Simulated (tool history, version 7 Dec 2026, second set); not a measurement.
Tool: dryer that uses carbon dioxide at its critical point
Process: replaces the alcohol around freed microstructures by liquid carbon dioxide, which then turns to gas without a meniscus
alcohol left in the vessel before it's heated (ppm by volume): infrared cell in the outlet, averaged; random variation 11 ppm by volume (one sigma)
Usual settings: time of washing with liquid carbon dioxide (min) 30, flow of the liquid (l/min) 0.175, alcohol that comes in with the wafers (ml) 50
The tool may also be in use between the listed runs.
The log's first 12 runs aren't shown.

run,hour,time of washing with liquid carbon dioxide (min),flow of the liquid (l/min),alcohol that comes in with the wafers (ml),alcohol left in the vessel before it's heated (ppm by volume)
13,124.6,30,0.175,50,807
# hour 136.3: inlet filter changed
14,136.6,30,0.175,90,1159
15,148.9,30,0.175,90,1138
16,160.9,30,0.175,50,663
17,169.6,30,0.119,75,3728
18,176.3,30,0.119,75,3667
19,188.7,31,0.119,75,3373
20,199.2,31,0.293,36,62
21,208.1,32,0.175,62,615
22,216.9,32,0.175,62,641
23,223.9,28,0.251,33,145
24,234,28,0.251,33,154
25,244.5,33,0.211,50,196
26,251.7,26,0.168,44,1189
27,258.7,26,0.168,44,1176
28,268.7,25,0.175,50,1389
29,276,25,0.175,50,1385
30,284.3,25,0.175,50,1373
31,289.8,25,0.175,50,1394
32,296.4,25,0.175,50,1385

3 ways to go on from here, each from the tool as it stands after run 32. What would each give?
A,304.1,42,0.182,59,?
B,304.1,30,0.108,32,?
C,304.1,44,0.183,95,?

run,alcohol left in the vessel before it's heated (ppm by volume)
A,153
B,2078
C,167
Without the tool's hidden state the same runs would have given:
run,alcohol left in the vessel before it's heated (ppm by volume)
A,105
B,1990
C,117

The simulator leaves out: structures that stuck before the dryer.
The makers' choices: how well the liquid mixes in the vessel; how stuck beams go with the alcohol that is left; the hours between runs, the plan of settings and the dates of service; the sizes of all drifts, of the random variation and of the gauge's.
